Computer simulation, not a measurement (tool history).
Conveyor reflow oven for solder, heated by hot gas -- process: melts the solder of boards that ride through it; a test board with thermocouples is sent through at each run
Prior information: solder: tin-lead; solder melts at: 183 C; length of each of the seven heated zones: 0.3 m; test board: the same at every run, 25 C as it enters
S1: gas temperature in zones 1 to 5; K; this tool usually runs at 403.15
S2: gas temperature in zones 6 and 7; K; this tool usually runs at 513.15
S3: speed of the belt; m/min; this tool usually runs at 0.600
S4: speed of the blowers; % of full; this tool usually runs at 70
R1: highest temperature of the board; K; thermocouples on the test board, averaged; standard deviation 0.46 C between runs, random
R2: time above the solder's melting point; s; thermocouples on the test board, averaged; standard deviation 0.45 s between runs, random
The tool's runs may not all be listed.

run 1 hour=0.0 | S1=403.15 S2=513.15 S3=0.600 S4=70 | R1=486.65 R2=40.0
run 2 hour=7.2 | S1=403.15 S2=513.15 S3=0.600 S4=70 | R1=486.95 R2=39.8
run 3 hour=22.5 | S1=403.15 S2=513.15 S3=0.600 S4=70 | R1=487.15 R2=39.1
run 4 hour=29.7 | S1=403.15 S2=513.15 S3=0.600 S4=70 | R1=486.75 R2=39.4
run 5 hour=40.8 | S1=395.15 S2=513.15 S3=0.600 S4=70 | R1=483.85 R2=36.0
run 6 hour=50.7 | S1=395.15 S2=513.15 S3=0.600 S4=70 | R1=484.55 R2=35.8
run 7 hour=61.3 | S1=395.15 S2=513.15 S3=0.600 S4=70 | R1=484.15 R2=35.4
run 8 hour=68.3 | S1=395.15 S2=513.15 S3=0.600 S4=70 | R1=483.25 R2=35.6
run 9 hour=84.9 | S1=395.15 S2=513.15 S3=0.600 S4=70 | R1=484.15 R2=36.0
run 10 hour=97.3 | S1=395.15 S2=513.15 S3=0.600 S4=70 | R1=484.05 R2=35.2
run 11 hour=109.7 | S1=403.15 S2=513.15 S3=0.600 S4=70 | R1=486.35 R2=38.6
run 12 hour=121.8 | S1=403.15 S2=513.15 S3=0.600 S4=70 | R1=484.85 R2=38.9
run 13 hour=134.0 | S1=403.15 S2=513.15 S3=0.600 S4=70 | R1=485.85 R2=38.6
run 14 hour=150.2 | S1=403.15 S2=513.15 S3=0.600 S4=70 | R1=484.85 R2=38.7
run 15 hour=158.3 | S1=403.15 S2=513.15 S3=0.600 S4=70 | R1=485.85 R2=39.1
run 16 hour=168.5 | S1=403.15 S2=513.15 S3=0.600 S4=70 | R1=485.15 R2=38.2
run 17 hour=175.8 | S1=393.15 S2=513.15 S3=0.636 S4=53 | R1=474.85 R2=23.7
run 18 hour=186.5 | S1=403.15 S2=513.15 S3=0.543 S4=61 | R1=487.15 R2=44.2
-- hour=193.0 flux residue cleaned out of gas plates and filters
run 19 hour=206.8 | S1=399.15 S2=523.15 S3=0.524 S4=69 | R1=503.85 R2=56.2
run 20 hour=221.9 | S1=390.15 S2=522.15 S3=0.689 S4=78 | R1=492.25 R2=34.1
run 21 hour=234.0 | S1=403.15 S2=507.15 S3=0.647 S4=56 | R1=477.55 R2=28.9
run 22 hour=241.2 | S1=403.15 S2=517.15 S3=0.711 S4=70 | R1=486.05 R2=32.3
run 23 hour=254.9 | S1=403.15 S2=510.15 S3=0.712 S4=70 | R1=479.85 R2=28.5
run 24 hour=267.4 | S1=414.15 S2=513.15 S3=0.496 S4=87 | R1=500.35 R2=64.5
run 25 hour=282.2 | S1=403.15 S2=507.15 S3=0.688 S4=70 | R1=479.25 R2=28.9
run 26 hour=291.6 | S1=403.15 S2=507.15 S3=0.688 S4=70 | R1=479.45 R2=28.9
run 27 hour=301.8 | S1=403.15 S2=513.15 S3=0.600 S4=70 | R1=488.95 R2=41.3
run 28 hour=313.1 | S1=406.15 S2=503.15 S3=0.677 S4=68 | R1=475.55 R2=27.5
run 29 hour=325.1 | S1=406.15 S2=503.15 S3=0.677 S4=68 | R1=476.85 R2=27.4
run 30 hour=333.3 | S1=403.15 S2=504.15 S3=0.600 S4=70 | R1=481.65 R2=36.7
run 31 hour=346.4 | S1=415.15 S2=513.15 S3=0.600 S4=70 | R1=491.35 R2=46.8

Below, some changes in R1 between adjacent runs. For each, the amount present without the hidden state too (settings, incoming material, random variation) and the amount remaining for the hidden state with gauge scatter not shared by both compared results:
Hidden state at play: heat that the gas passes to the board, % of a clean oven's; belt's true speed, % of the reading; true gas temperature in zones 6 and 7 over the reading, C; drift of the gauge itself on peak_c, C; drift of the gauge itself on liquid_s, %.
Run 17 -> 18: S1 393.15 -> 403.15, S3 0.636 -> 0.543, S4 53 -> 61. R1 +12.30 K: hidden state +0.40, all else +11.90.
Run 18 -> 19: S1 403.15 -> 399.15, S2 513.15 -> 523.15, S3 0.543 -> 0.524, S4 61 -> 69, flux residue cleaned out of gas plates and filters. R1 +16.70 K: hidden state +4.30, all else +12.40.
Run 23 -> 24: S1 403.15 -> 414.15, S2 510.15 -> 513.15, S3 0.712 -> 0.496, S4 70 -> 87. R1 +20.50 K: hidden state -0.30, all else +20.80.
Run 24 -> 25: S1 414.15 -> 403.15, S2 513.15 -> 507.15, S3 0.496 -> 0.688, S4 87 -> 70. R1 -21.10 K: hidden state +0.00, all else -21.10.

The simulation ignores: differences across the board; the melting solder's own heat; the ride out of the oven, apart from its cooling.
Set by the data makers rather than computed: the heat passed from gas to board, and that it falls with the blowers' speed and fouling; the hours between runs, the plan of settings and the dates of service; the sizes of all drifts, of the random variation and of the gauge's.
